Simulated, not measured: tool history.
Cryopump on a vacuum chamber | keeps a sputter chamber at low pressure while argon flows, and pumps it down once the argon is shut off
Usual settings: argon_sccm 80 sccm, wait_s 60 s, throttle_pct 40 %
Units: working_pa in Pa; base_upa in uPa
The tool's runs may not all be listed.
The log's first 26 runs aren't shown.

run,hour,argon_sccm,wait_s,throttle_pct,working_pa,base_upa
27,1925.3,35,59,38,0.1235,3.21
28,2010,35,59,38,0.1235,3.43
29,2115.2,35,59,38,0.1242,3.56
30,2181.8,71,60,36,0.2671,3.59
31,2252.5,71,178,19,0.4874,2.85
32,2306.6,71,27,19,0.4864,5.57
# hour 2313.9: leaking fittings of the chamber tightened, without venting
33,2358.9,71,27,19,0.4877,3.36
34,2414.5,64,36,19,0.435,2.64

4 ways to go on from here, each from the tool as it stands after run 34. What would each give?
A,2509.1,97,123,31,?,?
B,2509.1,51,36,19,?,?
C,2509.1,80,22,24,?,?
D,2509.1,46,76,17,?,?

run,working_pa,base_upa
A,0.4251,1.22
B,0.3538,2.78
C,0.4411,4.13
D,0.3517,1.65
Without the tool's hidden state the same runs would have given:
run,working_pa,base_upa
A,0.3843,0.85
B,0.3323,2.41
C,0.4076,3.77
D,0.3324,1.28

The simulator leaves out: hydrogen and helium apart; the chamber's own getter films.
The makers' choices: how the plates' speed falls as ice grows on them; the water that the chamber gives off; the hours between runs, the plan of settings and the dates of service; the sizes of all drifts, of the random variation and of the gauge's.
